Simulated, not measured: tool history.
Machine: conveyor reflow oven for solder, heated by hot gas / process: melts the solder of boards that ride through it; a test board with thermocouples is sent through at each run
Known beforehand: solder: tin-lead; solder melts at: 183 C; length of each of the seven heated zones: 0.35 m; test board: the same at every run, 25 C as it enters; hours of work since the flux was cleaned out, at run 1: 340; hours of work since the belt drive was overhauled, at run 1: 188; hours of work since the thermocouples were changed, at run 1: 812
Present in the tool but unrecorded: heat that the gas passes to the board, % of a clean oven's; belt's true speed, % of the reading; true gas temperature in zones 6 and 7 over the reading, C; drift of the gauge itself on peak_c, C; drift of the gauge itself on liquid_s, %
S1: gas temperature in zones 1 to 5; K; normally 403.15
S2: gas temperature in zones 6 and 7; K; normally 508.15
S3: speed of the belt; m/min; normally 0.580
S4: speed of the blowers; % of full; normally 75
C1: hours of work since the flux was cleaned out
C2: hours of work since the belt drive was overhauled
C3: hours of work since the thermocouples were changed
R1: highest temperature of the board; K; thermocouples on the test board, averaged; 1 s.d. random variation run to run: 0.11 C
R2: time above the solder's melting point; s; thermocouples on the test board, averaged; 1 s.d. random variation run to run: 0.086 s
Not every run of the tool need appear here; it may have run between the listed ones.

run 1 day=0.000 | S1=403.15 S2=508.15 S3=0.580 S4=75 | C1=340 C2=188 C3=812 | R1=483.95 R2=45.81
run 2 day=0.304 | S1=403.15 S2=508.15 S3=0.580 S4=75 | C1=343 C2=192 C3=815 | R1=484.15 R2=45.72
run 3 day=0.588 | S1=403.15 S2=508.15 S3=0.580 S4=75 | C1=346 C2=194 C3=818 | R1=483.95 R2=45.63
run 4 day=0.958 | S1=403.15 S2=497.15 S3=0.580 S4=75 | C1=350 C2=198 C3=821 | R1=474.95 R2=36.18
run 5 day=1.500 | S1=403.15 S2=497.15 S3=0.580 S4=75 | C1=355 C2=203 C3=827 | R1=474.95 R2=36.13
run 6 day=1.767 | S1=403.15 S2=497.15 S3=0.580 S4=75 | C1=358 C2=206 C3=829 | R1=475.15 R2=36.31
-- day=2.458 flux residue cleaned out of gas plates and filters
run 7 day=2.458 | S1=403.15 S2=508.15 S3=0.580 S4=75 | C1=0 C2=211 C3=834 | R1=485.85 R2=47.71
run 8 day=2.750 | S1=403.15 S2=508.15 S3=0.580 S4=75 | C1=3 C2=214 C3=837 | R1=485.85 R2=47.74
-- day=2.950 belt drive overhauled, speed set with a stopwatch
run 9 day=3.254 | S1=403.15 S2=508.15 S3=0.580 S4=75 | C1=6 C2=3 C3=841 | R1=486.15 R2=47.83
run 10 day=3.688 | S1=403.15 S2=508.15 S3=0.580 S4=75 | C1=11 C2=7 C3=845 | R1=485.85 R2=47.82
run 11 day=4.112 | S1=403.15 S2=508.15 S3=0.580 S4=75 | C1=15 C2=12 C3=849 | R1=486.05 R2=47.85
-- day=4.533 belt drive overhauled, speed set with a stopwatch, once more
run 12 day=4.667 | S1=403.15 S2=508.15 S3=0.580 S4=75 | C1=19 C2=1 C3=853 | R1=485.75 R2=47.02
run 13 day=5.200 | S1=403.15 S2=508.15 S3=0.580 S4=75 | C1=24 C2=7 C3=858 | R1=485.35 R2=47.08
run 14 day=5.679 | S1=403.15 S2=508.15 S3=0.580 S4=75 | C1=29 C2=11 C3=863 | R1=485.75 R2=47.13
run 15 day=6.242 | S1=403.15 S2=508.15 S3=0.580 S4=75 | C1=35 C2=17 C3=869 | R1=485.65 R2=46.87
run 16 day=6.783 | S1=403.15 S2=508.15 S3=0.580 S4=75 | C1=40 C2=23 C3=874 | R1=485.55 R2=46.90
run 17 day=7.250 | S1=394.15 S2=510.15 S3=0.499 S4=89 | C1=45 C2=27 C3=879 | R1=494.05 R2=61.11
run 18 day=7.579 | S1=400.15 S2=511.15 S3=0.493 S4=72 | C1=48 C2=30 C3=882 | R1=492.35 R2=61.93
run 19 day=7.921 | S1=418.15 S2=496.15 S3=0.613 S4=81 | C1=51 C2=34 C3=886 | R1=478.35 R2=42.85
run 20 day=8.400 | S1=396.15 S2=508.15 S3=0.618 S4=75 | C1=56 C2=39 C3=890 | R1=481.45 R2=38.08
run 21 day=8.717 | S1=396.15 S2=508.15 S3=0.618 S4=75 | C1=59 C2=42 C3=893 | R1=481.35 R2=38.14
run 22 day=9.146 | S1=396.15 S2=508.15 S3=0.618 S4=75 | C1=64 C2=46 C3=898 | R1=481.45 R2=38.18
run 23 day=9.408 | S1=413.15 S2=508.15 S3=0.580 S4=81 | C1=66 C2=49 C3=900 | R1=488.85 R2=53.32
run 24 day=9.850 | S1=418.15 S2=508.15 S3=0.580 S4=56 | C1=71 C2=53 C3=905 | R1=483.35 R2=49.02
run 25 day=10.104 | S1=403.15 S2=501.15 S3=0.466 S4=75 | C1=73 C2=56 C3=907 | R1=486.55 R2=61.87
run 26 day=10.404 | S1=403.15 S2=508.15 S3=0.580 S4=63 | C1=76 C2=59 C3=910 | R1=481.85 R2=42.98
run 27 day=10.688 | S1=403.15 S2=517.15 S3=0.580 S4=65 | C1=79 C2=62 C3=913 | R1=489.85 R2=50.13
run 28 day=11.154 | S1=403.15 S2=508.15 S3=0.616 S4=75 | C1=84 C2=66 C3=918 | R1=482.85 R2=41.55
run 29 day=11.396 | S1=392.15 S2=499.15 S3=0.580 S4=54 | C1=86 C2=69 C3=920 | R1=468.55 R2=23.25
run 30 day=11.808 | S1=403.15 S2=507.15 S3=0.619 S4=75 | C1=90 C2=73 C3=924 | R1=481.95 R2=40.57
run 31 day=12.296 | S1=400.15 S2=496.15 S3=0.582 S4=57 | C1=95 C2=78 C3=929 | R1=469.25 R2=26.38

Branching from run 31: 3 alternative next runs. What would each branch give?
run A day=12.679 | S1=394.15 S2=496.15 S3=0.582 S4=57 | C1=99 C2=81 C3=933 | R1=? R2=?
run B day=12.679 | S1=403.15 S2=508.15 S3=0.593 S4=75 | C1=99 C2=81 C3=933 | R1=? R2=?
run C day=12.679 | S1=401.15 S2=498.15 S3=0.490 S4=75 | C1=99 C2=81 C3=933 | R1=? R2=?

run=A R1=467.65 R2=22.76
run=B R1=484.35 R2=45.00
run=C R1=481.95 R2=52.90
Stripped of hidden state, with their random variation kept, the same runs would have yielded:
run=A R1=469.35 R2=25.33
run=B R1=486.15 R2=46.65
run=C R1=483.65 R2=54.88

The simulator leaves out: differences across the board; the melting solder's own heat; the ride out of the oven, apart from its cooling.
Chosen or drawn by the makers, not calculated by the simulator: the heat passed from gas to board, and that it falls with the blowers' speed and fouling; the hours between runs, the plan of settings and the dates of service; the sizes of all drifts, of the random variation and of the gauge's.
